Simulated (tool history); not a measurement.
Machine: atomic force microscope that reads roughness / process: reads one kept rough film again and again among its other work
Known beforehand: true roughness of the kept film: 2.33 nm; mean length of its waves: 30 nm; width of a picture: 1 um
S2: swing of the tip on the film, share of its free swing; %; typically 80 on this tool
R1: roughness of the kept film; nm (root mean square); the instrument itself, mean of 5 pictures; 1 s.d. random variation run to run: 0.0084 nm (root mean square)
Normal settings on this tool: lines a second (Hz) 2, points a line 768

{"run": 1, "hour": 0.0, "lines a second (Hz)": 2, "S2": 80, "points a line": 768, "R1": 1.812}
{"run": 2, "hour": 37.7, "lines a second (Hz)": 2, "S2": 80, "points a line": 548, "R1": 1.65}
{"run": 3, "hour": 75.6, "lines a second (Hz)": 0.98, "S2": 80, "points a line": 768, "R1": 1.62}
{"hour": 82.1, "done": "new tip fitted"}
{"run": 4, "hour": 117.0, "lines a second (Hz)": 0.98, "S2": 80, "points a line": 768, "R1": 1.824}
{"run": 5, "hour": 160.0, "lines a second (Hz)": 0.98, "S2": 80, "points a line": 714, "R1": 1.635}
{"hour": 166.2, "done": "new tip fitted"}
{"run": 6, "hour": 223.7, "lines a second (Hz)": 2, "S2": 80, "points a line": 768, "R1": 1.583}
{"hour": 251.5, "done": "new tip fitted"}
{"run": 7, "hour": 281.6, "lines a second (Hz)": 2, "S2": 85, "points a line": 768, "R1": 1.647}
{"run": 8, "hour": 329.8, "lines a second (Hz)": 2, "S2": 80, "points a line": 268, "R1": 1.494}
{"hour": 335.9, "done": "new tip fitted"}
{"run": 9, "hour": 365.8, "lines a second (Hz)": 2, "S2": 80, "points a line": 268, "R1": 1.654}
{"run": 10, "hour": 405.5, "lines a second (Hz)": 2.15, "S2": 80, "points a line": 268, "R1": 1.483}
{"hour": 420.2, "done": "new tip fitted"}
{"run": 11, "hour": 445.5, "lines a second (Hz)": 2.15, "S2": 80, "points a line": 268, "R1": 1.692}
{"run": 12, "hour": 487.7, "lines a second (Hz)": 2, "S2": 80, "points a line": 768, "R1": 1.552}
{"hour": 504.3, "done": "new tip fitted"}
{"run": 13, "hour": 534.2, "lines a second (Hz)": 2, "S2": 80, "points a line": 768, "R1": 1.73}
{"hour": 589.2, "done": "new tip fitted"}
{"run": 14, "hour": 595.4, "lines a second (Hz)": 2, "S2": 80, "points a line": 768, "R1": 1.83}
{"run": 15, "hour": 655.0, "lines a second (Hz)": 2, "S2": 80, "points a line": 768, "R1": 1.561}
{"hour": 674.9, "done": "new tip fitted"}
{"run": 16, "hour": 690.9, "lines a second (Hz)": 2, "S2": 80, "points a line": 768, "R1": 1.787}
{"run": 17, "hour": 733.8, "lines a second (Hz)": 2, "S2": 80, "points a line": 768, "R1": 1.584}
{"hour": 759.1, "done": "new tip fitted"}
{"run": 18, "hour": 771.3, "lines a second (Hz)": 2, "S2": 80, "points a line": 768, "R1": 1.79}
{"run": 19, "hour": 813.0, "lines a second (Hz)": 2, "S2": 69, "points a line": 768, "R1": 1.752}
{"hour": 846.3, "done": "new tip fitted"}
{"run": 20, "hour": 866.9, "lines a second (Hz)": 2, "S2": 69, "points a line": 768, "R1": 1.88}
{"hour": 884.1, "done": "height scale calibrated on a step standard"}
{"run": 21, "hour": 903.7, "lines a second (Hz)": 2, "S2": 69, "points a line": 768, "R1": 1.672}
{"hour": 931.8, "done": "new tip fitted"}
{"run": 22, "hour": 941.6, "lines a second (Hz)": 2, "S2": 88, "points a line": 768, "R1": 1.662}
{"run": 23, "hour": 989.3, "lines a second (Hz)": 2, "S2": 88, "points a line": 768, "R1": 1.474}
{"hour": 1014.9, "done": "new tip fitted"}
{"run": 24, "hour": 1032.4, "lines a second (Hz)": 2, "S2": 88, "points a line": 768, "R1": 1.624}
{"run": 25, "hour": 1061.0, "lines a second (Hz)": 2, "S2": 88, "points a line": 768, "R1": 1.503}
{"run": 26, "hour": 1090.3, "lines a second (Hz)": 2, "S2": 63, "points a line": 768, "R1": 1.667}
{"hour": 1098.7, "done": "new tip fitted"}
{"run": 27, "hour": 1143.0, "lines a second (Hz)": 2.05, "S2": 63, "points a line": 377, "R1": 1.802}
{"hour": 1184.3, "done": "new tip fitted"}
{"run": 28, "hour": 1201.8, "lines a second (Hz)": 2.42, "S2": 80, "points a line": 992, "R1": 1.691}
{"run": 29, "hour": 1250.8, "lines a second (Hz)": 2.42, "S2": 80, "points a line": 992, "R1": 1.503}
{"hour": 1271.8, "done": "new tip fitted"}
{"run": 30, "hour": 1307.7, "lines a second (Hz)": 0.65, "S2": 80, "points a line": 768, "R1": 1.85}
{"run": 31, "hour": 1348.8, "lines a second (Hz)": 1.24, "S2": 77, "points a line": 768, "R1": 1.632}
{"hour": 1356.5, "done": "new tip fitted"}
{"run": 32, "hour": 1379.1, "lines a second (Hz)": 1.24, "S2": 77, "points a line": 768, "R1": 1.877}
{"run": 33, "hour": 1419.3, "lines a second (Hz)": 1.24, "S2": 77, "points a line": 768, "R1": 1.666}
{"hour": 1442.9, "done": "new tip fitted"}
{"run": 34, "hour": 1477.3, "lines a second (Hz)": 2.88, "S2": 89, "points a line": 498, "R1": 1.398}
{"hour": 1528.7, "done": "new tip fitted"}
{"run": 35, "hour": 1544.1, "lines a second (Hz)": 1.4, "S2": 87, "points a line": 280, "R1": 1.754}
{"run": 36, "hour": 1603.1, "lines a second (Hz)": 1.4, "S2": 87, "points a line": 280, "R1": 1.519}
{"hour": 1613.8, "done": "new tip fitted"}
{"run": 37, "hour": 1662.1, "lines a second (Hz)": 1.4, "S2": 87, "points a line": 280, "R1": 1.614}
{"hour": 1702.4, "done": "new tip fitted"}
{"run": 38, "hour": 1727.0, "lines a second (Hz)": 2, "S2": 70, "points a line": 768, "R1": 1.857}
{"run": 39, "hour": 1754.3, "lines a second (Hz)": 3.11, "S2": 80, "points a line": 768, "R1": 1.512}
{"run": 40, "hour": 1784.1, "lines a second (Hz)": 3.11, "S2": 80, "points a line": 768, "R1": 1.396}
{"hour": 1788.6, "done": "new tip fitted"}
{"run": 41, "hour": 1834.8, "lines a second (Hz)": 1.2, "S2": 63, "points a line": 844, "R1": 1.837}
{"hour": 1873.7, "done": "new tip fitted"}
{"run": 42, "hour": 1886.8, "lines a second (Hz)": 1.2, "S2": 63, "points a line": 844, "R1": 2.033}
{"run": 43, "hour": 1928.8, "lines a second (Hz)": 1.97, "S2": 66, "points a line": 294, "R1": 1.731}
{"hour": 1957.0, "done": "new tip fitted"}
{"run": 44, "hour": 1957.0, "lines a second (Hz)": 1.97, "S2": 66, "points a line": 294, "R1": 1.984}
{"run": 45, "hour": 1991.7, "lines a second (Hz)": 1.97, "S2": 66, "points a line": 294, "R1": 1.797}
{"run": 46, "hour": 2026.6, "lines a second (Hz)": 1.97, "S2": 66, "points a line": 294, "R1": 1.673}

3 options for the next run, each taken on its own from the tool as it stands now. Forecast them:
{"hour": 2041.6, "done": "new tip fitted"}
{"run": "A", "hour": 2084.7, "lines a second (Hz)": 1.44, "S2": 62, "points a line": 697, "R1": "?"}
{"hour": 2041.6, "done": "new tip fitted"}
{"run": "B", "hour": 2084.7, "lines a second (Hz)": 0.68, "S2": 89, "points a line": 848, "R1": "?"}
{"hour": 2041.6, "done": "new tip fitted"}
{"run": "C", "hour": 2084.7, "lines a second (Hz)": 1.97, "S2": 65, "points a line": 294, "R1": "?"}

run=A R1=1.831
run=B R1=1.76
run=C R1=1.767
With no hidden state in the tool, these same runs would have given:
run=A R1=2.071
run=B R1=1.989
run=C R1=1.997
